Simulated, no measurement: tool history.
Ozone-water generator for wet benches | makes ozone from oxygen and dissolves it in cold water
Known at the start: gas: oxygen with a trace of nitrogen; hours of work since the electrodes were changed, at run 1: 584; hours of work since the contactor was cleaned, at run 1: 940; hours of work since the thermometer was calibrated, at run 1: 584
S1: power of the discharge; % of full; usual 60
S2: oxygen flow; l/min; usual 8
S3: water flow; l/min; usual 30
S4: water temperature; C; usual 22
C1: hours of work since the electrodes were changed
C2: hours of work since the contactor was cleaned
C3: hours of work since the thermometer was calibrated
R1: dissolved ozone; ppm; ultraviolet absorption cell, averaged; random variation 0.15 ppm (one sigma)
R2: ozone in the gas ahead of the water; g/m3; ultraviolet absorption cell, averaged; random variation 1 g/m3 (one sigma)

run 1 hour=0 | S1=60 S2=8 S3=30 S4=22 | C1=584 C2=940 C3=584 | R1=18.6 R2=178.2
run 2 hour=90 | S1=60 S2=8 S3=30 S4=22 | C1=641 C2=997 C3=641 | R1=18.7 R2=177.7
run 3 hour=174.9 | S1=60 S2=8 S3=30 S4=22 | C1=695 C2=1051 C3=695 | R1=18.7 R2=177.3
run 4 hour=229.5 | S1=60 S2=8 S3=30 S4=22 | C1=729 C2=1086 C3=729 | R1=18.6 R2=175.3
run 5 hour=328.7 | S1=60 S2=8 S3=30 S4=22 | C1=792 C2=1148 C3=792 | R1=18.4 R2=175.3
run 6 hour=424.4 | S1=60 S2=8 S3=30 S4=22 | C1=853 C2=1209 C3=853 | R1=18.5 R2=176.6
run 7 hour=524.8 | S1=60 S2=8 S3=30 S4=22 | C1=917 C2=1273 C3=917 | R1=18.2 R2=176
run 8 hour=582.8 | S1=60 S2=8 S3=45 S4=22 | C1=953 C2=1310 C3=953 | R1=12.7 R2=175.5
run 9 hour=631 | S1=60 S2=8 S3=26 S4=22 | C1=984 C2=1340 C3=984 | R1=20.3 R2=173.9
run 10 hour=712.1 | S1=60 S2=8 S3=26 S4=22 | C1=1035 C2=1392 C3=1035 | R1=20.4 R2=174.2
run 11 hour=803.4 | S1=60 S2=8 S3=26 S4=22 | C1=1093 C2=1449 C3=1093 | R1=20.3 R2=172.4
run 12 hour=905.4 | S1=60 S2=8 S3=41 S4=22 | C1=1158 C2=1514 C3=1158 | R1=13.6 R2=171.4
run 13 hour=956.8 | S1=60 S2=8 S3=41 S4=22 | C1=1191 C2=1547 C3=1191 | R1=13.9 R2=172.4
-- hour=990 contactor cleaned
run 14 hour=1008.2 | S1=60 S2=8 S3=41 S4=22 | C1=1221 C2=12 C3=1221 | R1=13.7 R2=172.4
run 15 hour=1063.4 | S1=60 S2=8.84 S3=41 S4=14 | C1=1256 C2=47 C3=1256 | R1=15.2 R2=162.2
run 16 hour=1111.7 | S1=60 S2=6.33 S3=30 S4=22 | C1=1286 C2=77 C3=1286 | R1=18.2 R2=197.9
run 17 hour=1209.2 | S1=60 S2=13.27 S3=26 S4=16 | C1=1348 C2=139 C3=1348 | R1=20.6 R2=125.3
run 18 hour=1286.7 | S1=60 S2=13.27 S3=26 S4=16 | C1=1397 C2=188 C3=1397 | R1=20.5 R2=125.1
run 19 hour=1391.1 | S1=60 S2=13.27 S3=26 S4=16 | C1=1463 C2=254 C3=1463 | R1=20.1 R2=124.4
run 20 hour=1495.1 | S1=60 S2=8 S3=25 S4=22 | C1=1529 C2=320 C3=1529 | R1=20.3 R2=169.1
run 21 hour=1575.8 | S1=50 S2=8 S3=29 S4=19 | C1=1580 C2=371 C3=1580 | R1=17.4 R2=153.8

The next listed run, before its measurement:
run 22 hour=1673.7 | S1=60 S2=6.79 S3=19 S4=25 | C1=1642 C2=433 C3=1642 | R1=? R2=?

Run 22 gave R1 24.1 ppm, R2 187.6 g/m3.
Without the tool's hidden state the same run would have given R1 26.4 ppm, R2 204.2 g/m3.

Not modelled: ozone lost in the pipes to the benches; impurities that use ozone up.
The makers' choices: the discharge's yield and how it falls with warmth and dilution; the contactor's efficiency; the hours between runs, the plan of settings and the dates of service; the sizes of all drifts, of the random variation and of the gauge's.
